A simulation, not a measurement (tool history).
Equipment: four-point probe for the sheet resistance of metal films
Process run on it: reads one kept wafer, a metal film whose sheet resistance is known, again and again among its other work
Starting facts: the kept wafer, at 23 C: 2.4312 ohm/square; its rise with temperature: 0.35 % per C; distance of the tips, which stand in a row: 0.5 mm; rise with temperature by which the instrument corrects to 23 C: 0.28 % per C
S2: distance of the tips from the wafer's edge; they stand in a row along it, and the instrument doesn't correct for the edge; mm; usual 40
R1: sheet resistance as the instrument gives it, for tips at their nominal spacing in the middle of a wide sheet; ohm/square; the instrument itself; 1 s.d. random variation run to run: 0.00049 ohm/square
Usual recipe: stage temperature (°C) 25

Run 1, hour 0.0: usual settings. Result: R1 2.460272 ohm/square.
Run 2, hour 74.5: usual settings. Result: R1 2.460189 ohm/square.
At hour 88.0: new probe head fitted.
Run 3, hour 126.9: usual settings. Result: R1 2.437392 ohm/square.
Run 4, hour 170.6: usual settings. Result: R1 2.437100 ohm/square.
Run 5, hour 242.6: usual settings. Result: R1 2.437454 ohm/square.
Run 6, hour 298.4: usual settings. Result: R1 2.438329 ohm/square.
Run 7, hour 333.1: usual settings but S2 21 mm. Result: R1 2.439597 ohm/square.
Run 8, hour 389.4: usual settings but S2 30 mm. Result: R1 2.437957 ohm/square.
Run 9, hour 447.6: usual settings but S2 30 mm. Result: R1 2.439705 ohm/square.
Run 10, hour 501.2: usual settings but S2 30 mm. Result: R1 2.439239 ohm/square.
Run 11, hour 565.2: usual settings but S2 13 mm. Result: R1 2.441877 ohm/square.
Run 12, hour 613.4: usual settings but S2 13 mm. Result: R1 2.441125 ohm/square.
Run 13, hour 657.8: usual settings but S2 24 mm. Result: R1 2.440524 ohm/square.
Run 14, hour 712.2: usual settings. Result: R1 2.441058 ohm/square.
Run 15, hour 746.0: usual settings. Result: R1 2.440393 ohm/square.
Run 16, hour 807.8: usual settings. Result: R1 2.440888 ohm/square.
At hour 811.7: stage's thermometer calibrated.
Run 17, hour 840.8: usual settings but S2 41 mm. Result: R1 2.439849 ohm/square.
Run 18, hour 909.0: usual settings but S2 41 mm. Result: R1 2.440001 ohm/square.
Run 19, hour 958.1: usual settings but stage temperature (°C) 34, S2 9 mm. Result: R1 2.460120 ohm/square.
At hour 970.0: stage's thermometer calibrated, once more.
Run 20, hour 1021.6: usual settings but stage temperature (°C) 34, S2 9 mm. Result: R1 2.467512 ohm/square.
Run 21, hour 1076.7: usual settings but S2 9 mm. Result: R1 2.451620 ohm/square.
Run 22, hour 1148.2: usual settings but S2 19 mm. Result: R1 2.448000 ohm/square.
Run 23, hour 1188.5: usual settings but S2 19 mm. Result: R1 2.449311 ohm/square.
Run 24, hour 1262.0: usual settings but stage temperature (°C) 20, S2 4 mm. Result: R1 2.459419 ohm/square.
Run 25, hour 1318.3: usual settings but stage temperature (°C) 20, S2 4 mm. Result: R1 2.459198 ohm/square.
Run 26, hour 1378.4: usual settings but stage temperature (°C) 23, S2 3 mm. Result: R1 2.481271 ohm/square.
Run 27, hour 1423.6: usual settings but stage temperature (°C) 35, S2 12 mm. Result: R1 2.468694 ohm/square.
Run 28, hour 1502.6: usual settings but stage temperature (°C) 35, S2 12 mm. Result: R1 2.469867 ohm/square.
Run 29, hour 1538.2: usual settings but stage temperature (°C) 18, S2 10 mm. Result: R1 2.441647 ohm/square.
Run 30, hour 1610.7: usual settings but stage temperature (°C) 32, S2 8 mm. Result: R1 2.467796 ohm/square.

Expected results for the next run?
Run 31, hour 1658.6: usual settings but stage temperature (°C) 27, S2 4 mm. Result: R1 ?.

R1: 2.474354 ohm/square
With the hidden condition absent and the run-to-run variation left alone, this run would have shown R1 2.458275 ohm/square.

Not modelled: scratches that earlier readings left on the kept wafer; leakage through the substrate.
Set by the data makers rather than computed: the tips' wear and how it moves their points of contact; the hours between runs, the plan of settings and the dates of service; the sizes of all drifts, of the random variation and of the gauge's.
